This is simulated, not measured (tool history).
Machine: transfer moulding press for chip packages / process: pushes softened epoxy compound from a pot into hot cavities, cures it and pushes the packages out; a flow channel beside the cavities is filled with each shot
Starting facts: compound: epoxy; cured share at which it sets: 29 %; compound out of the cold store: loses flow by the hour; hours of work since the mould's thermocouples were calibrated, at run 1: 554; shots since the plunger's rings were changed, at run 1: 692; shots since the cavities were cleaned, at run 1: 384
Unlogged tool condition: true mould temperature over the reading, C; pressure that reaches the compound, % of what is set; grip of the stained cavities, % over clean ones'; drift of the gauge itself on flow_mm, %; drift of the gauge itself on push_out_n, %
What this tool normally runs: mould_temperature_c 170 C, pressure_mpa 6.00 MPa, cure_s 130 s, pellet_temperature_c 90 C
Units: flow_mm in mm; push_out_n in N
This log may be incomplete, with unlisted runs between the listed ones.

run	hour	mould_temperature_c	pressure_mpa	cure_s	pellet_temperature_c	hours of work since the mould's thermocouples were calibrated	shots since the plunger's rings were changed	shots since the cavities were cleaned	incoming compound's hours out of the cold store	flow_mm	push_out_n
1	0.0	170	6.00	130	90	554	692	384	31.7	744	463
2	27.8	170	6.00	130	90	565	849	541	24.4	771	487
# hour 43.7: cavities cleaned with cleaning compound and waxed
3	46.3	170	6.00	130	90	572	945	15	40.1	726	587
4	84.8	170	6.00	130	90	587	1162	232	36.2	734	586
5	119.0	170	6.00	130	90	601	1355	425	21.4	770	574
6	143.5	170	6.00	130	90	611	1493	563	39.9	717	585
# hour 155.9: cavities cleaned with cleaning compound and waxed
7	184.7	170	6.00	130	90	627	1717	163	18.7	775	376
8	221.7	170	6.00	130	98	641	1926	372	47.4	691	455
9	257.2	170	6.00	129	90	656	2126	572	20.7	764	494
# hour 260.6: cavities cleaned with cleaning compound and waxed, once more
10	282.1	170	6.42	130	90	665	2257	121	33.7	745	351
11	304.6	170	6.42	130	90	674	2384	248	43.1	720	423
12	341.4	170	6.00	128	90	689	2592	456	30.2	728	481
# hour 373.0: cavities cleaned with cleaning compound and waxed
13	375.7	173	4.65	118	81	702	2777	15	15.5	666	302
14	406.1	173	4.65	118	81	714	2948	186	35.0	623	393
15	446.0	173	4.65	118	81	730	3173	411	22.8	644	471
# hour 465.3: mould's thermocouples calibrated
16	477.2	173	4.65	118	81	5	3338	576	34.4	623	535
# hour 486.5: cavities cleaned with cleaning compound and waxed
# hour 506.8: plunger's sealing rings changed
17	508.2	170	5.09	155	93	16	8	108	9.7	760	335
18	541.7	168	6.00	121	93	29	197	297	24.8	784	527
19	576.1	168	6.00	121	93	43	391	491	30.9	766	589
# hour 601.0: cavities cleaned with cleaning compound and waxed
20	615.3	177	4.63	120	90	58	603	80	46.8	609	327
21	650.6	169	7.41	132	90	72	802	279	20.2	867	467
22	678.0	168	6.70	130	90	83	957	434	25.7	818	517

Consider 3 possible next runs. They are alternatives, not a sequence: every one starts from the tool as it was left by run 22. What does each give?
A	705.8	170	6.70	169	90	94	1114	591	18.4	?	?
B	705.8	168	6.00	130	90	94	1114	591	17.4	?	?
C	705.8	175	4.82	130	90	94	1114	591	29.0	?	?

run	flow_mm	push_out_n
A	834	485
B	793	558
C	667	504
The same runs, with their run-to-run variation unchanged, on a tool lacking any hidden condition would have given:
run	flow_mm	push_out_n
A	850	268
B	809	307
C	680	278
